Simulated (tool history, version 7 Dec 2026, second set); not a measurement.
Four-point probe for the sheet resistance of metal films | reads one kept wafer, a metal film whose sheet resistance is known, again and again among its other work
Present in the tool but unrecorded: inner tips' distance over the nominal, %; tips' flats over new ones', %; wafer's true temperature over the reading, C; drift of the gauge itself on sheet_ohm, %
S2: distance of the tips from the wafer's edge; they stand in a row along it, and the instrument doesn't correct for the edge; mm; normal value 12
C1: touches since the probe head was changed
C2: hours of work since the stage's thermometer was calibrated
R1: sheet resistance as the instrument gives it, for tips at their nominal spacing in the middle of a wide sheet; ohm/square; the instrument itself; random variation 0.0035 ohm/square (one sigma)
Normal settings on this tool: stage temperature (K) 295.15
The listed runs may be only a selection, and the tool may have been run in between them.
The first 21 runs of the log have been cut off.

Run 22, hour 887.5: usual settings but stage temperature (K) 296.15; C1 51278; C2 1588. Result: R1 17.418113 ohm/square.
Run 23, hour 928.8: usual settings but stage temperature (K) 293.15, S2 7 mm; C1 52308; C2 1610. Result: R1 17.563273 ohm/square.
Run 24, hour 960.6: usual settings but S2 58 mm; C1 53099; C2 1627. Result: R1 17.361584 ohm/square.
Run 25, hour 993.1: usual settings but S2 45 mm; C1 53907; C2 1645. Result: R1 17.365383 ohm/square.
Run 26, hour 1024.5: usual settings but stage temperature (K) 307.15, S2 50 mm; C1 54689; C2 1661. Result: R1 17.288297 ohm/square.
Run 27, hour 1061.3: usual settings but stage temperature (K) 291.15, S2 19 mm; C1 55604; C2 1681. Result: R1 17.400171 ohm/square.
Run 28, hour 1109.3: usual settings but stage temperature (K) 291.15, S2 41 mm; C1 56800; C2 1707. Result: R1 17.379010 ohm/square.
Run 29, hour 1147.2: usual settings but stage temperature (K) 306.15, S2 23 mm; C1 57743; C2 1727. Result: R1 17.305628 ohm/square.
Run 30, hour 1181.8: usual settings but stage temperature (K) 300.15, S2 23 mm; C1 58604; C2 1746. Result: R1 17.333247 ohm/square.
Run 31, hour 1204.9: usual settings but stage temperature (K) 292.15, S2 9 mm; C1 59181; C2 1758. Result: R1 17.478952 ohm/square.
Run 32, hour 1247.5: usual settings but stage temperature (K) 292.15, S2 9 mm; C1 60241; C2 1781. Result: R1 17.479785 ohm/square.
Run 33, hour 1286.1: usual settings but stage temperature (K) 293.15, S2 11 mm; C1 61201; C2 1801. Result: R1 17.432016 ohm/square.
Run 34, hour 1328.2: usual settings but stage temperature (K) 293.15, S2 11 mm; C1 62249; C2 1824. Result: R1 17.430150 ohm/square.
Run 35, hour 1355.6: usual settings but stage temperature (K) 308.15, S2 3 mm; C1 62931; C2 1838. Result: R1 18.235931 ohm/square.
Run 36, hour 1388.1: usual settings but stage temperature (K) 305.15, S2 33 mm; C1 63740; C2 1856. Result: R1 17.289714 ohm/square.
Run 37, hour 1414.0: usual settings but stage temperature (K) 306.15, S2 3 mm; C1 64384; C2 1870. Result: R1 18.243889 ohm/square.
Run 38, hour 1466.4: usual settings but stage temperature (K) 306.15, S2 3 mm; C1 65690; C2 1898. Result: R1 18.240919 ohm/square.
Run 39, hour 1503.4: usual settings but stage temperature (K) 306.15, S2 3 mm; C1 66611; C2 1917. Result: R1 18.243378 ohm/square.
Run 40, hour 1556.1: usual settings but stage temperature (K) 304.15, S2 3 mm; C1 67923; C2 1945. Result: R1 18.240880 ohm/square.
Run 41, hour 1578.5: usual settings but stage temperature (K) 299.15, S2 9 mm; C1 68480; C2 1957. Result: R1 17.420113 ohm/square.
Run 42, hour 1621.7: usual settings but stage temperature (K) 298.15, S2 3 mm; C1 69554; C2 1981. Result: R1 18.277710 ohm/square.
Run 43, hour 1674.6: usual settings but stage temperature (K) 298.15, S2 3 mm; C1 70872; C2 2009. Result: R1 18.277915 ohm/square.
Run 44, hour 1704.4: usual settings but stage temperature (K) 294.15, S2 10 mm; C1 71614; C2 2025. Result: R1 17.418763 ohm/square.

5 options for the next run, each taken on its own from the tool as it stands now. Forecast them:
Run A, hour 1755.2: usual settings but stage temperature (K) 301.15, S2 11 mm; C1 72879; C2 2052. Result: R1 ?.
Run B, hour 1755.2: usual settings but stage temperature (K) 299.15, S2 7 mm; C1 72879; C2 2052. Result: R1 ?.
Run C, hour 1755.2: usual settings but S2 5 mm; C1 72879; C2 2052. Result: R1 ?.
Run D, hour 1755.2: usual settings but stage temperature (K) 301.15, S2 10 mm; C1 72879; C2 2052. Result: R1 ?.
Run E, hour 1755.2: usual settings but S2 32 mm; C1 72879; C2 2052. Result: R1 ?.

run         R1
  A  17.360562
  B  17.486841
  C  17.683104
  D  17.368867
  E  17.331853
Without the tool's hidden state the same runs would have given:
run         R1
  A  17.515532
  B  17.643033
  C  17.841270
  D  17.523902
  E  17.487079

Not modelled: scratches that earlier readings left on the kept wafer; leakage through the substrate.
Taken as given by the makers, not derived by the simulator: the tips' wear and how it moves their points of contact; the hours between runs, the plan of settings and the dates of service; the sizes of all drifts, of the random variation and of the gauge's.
